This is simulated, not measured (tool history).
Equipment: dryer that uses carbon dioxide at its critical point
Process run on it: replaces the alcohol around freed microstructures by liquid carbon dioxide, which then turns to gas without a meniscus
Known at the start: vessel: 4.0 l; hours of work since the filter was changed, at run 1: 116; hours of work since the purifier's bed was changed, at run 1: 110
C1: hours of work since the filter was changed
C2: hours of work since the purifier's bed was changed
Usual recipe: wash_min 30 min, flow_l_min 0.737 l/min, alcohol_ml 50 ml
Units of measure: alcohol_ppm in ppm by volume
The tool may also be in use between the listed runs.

run 1 day=0.000 | wash_min=30 flow_l_min=0.737 alcohol_ml=50 | C1=116 C2=110 | alcohol_ppm=364
run 2 day=0.362 | wash_min=30 flow_l_min=0.737 alcohol_ml=50 | C1=119 C2=113 | alcohol_ppm=357
run 3 day=0.583 | wash_min=30 flow_l_min=0.908 alcohol_ml=50 | C1=120 C2=115 | alcohol_ppm=154
run 4 day=0.812 | wash_min=30 flow_l_min=0.908 alcohol_ml=50 | C1=122 C2=116 | alcohol_ppm=159
run 5 day=1.171 | wash_min=30 flow_l_min=0.908 alcohol_ml=50 | C1=125 C2=119 | alcohol_ppm=149
run 6 day=1.462 | wash_min=30 flow_l_min=0.737 alcohol_ml=48 | C1=127 C2=121 | alcohol_ppm=359
run 7 day=1.917 | wash_min=30 flow_l_min=0.568 alcohol_ml=48 | C1=130 C2=125 | alcohol_ppm=825
run 8 day=2.329 | wash_min=30 flow_l_min=0.737 alcohol_ml=100 | C1=134 C2=128 | alcohol_ppm=763
run 9 day=2.708 | wash_min=30 flow_l_min=0.737 alcohol_ml=100 | C1=136 C2=131 | alcohol_ppm=742
run 10 day=3.071 | wash_min=18 flow_l_min=0.737 alcohol_ml=115 | C1=139 C2=134 | alcohol_ppm=3480
run 11 day=3.283 | wash_min=18 flow_l_min=0.737 alcohol_ml=115 | C1=141 C2=135 | alcohol_ppm=3602
run 12 day=3.525 | wash_min=32 flow_l_min=1.092 alcohol_ml=36 | C1=143 C2=137 | alcohol_ppm=41

Each row is a separate what-if for the run after 12, all from the same tool condition, not one after another. Results?
run A day=3.788 | wash_min=36 flow_l_min=0.669 alcohol_ml=28 | C1=145 C2=139 | alcohol_ppm=?
run B day=3.788 | wash_min=30 flow_l_min=0.690 alcohol_ml=53 | C1=145 C2=139 | alcohol_ppm=?
run C day=3.788 | wash_min=35 flow_l_min=0.442 alcohol_ml=27 | C1=145 C2=139 | alcohol_ppm=?

run=A alcohol_ppm=178
run=B alcohol_ppm=527
run=C alcohol_ppm=647
The same runs, with their run-to-run variation unchanged, on a tool lacking any hidden condition would have given:
run=A alcohol_ppm=111
run=B alcohol_ppm=356
run=C alcohol_ppm=483
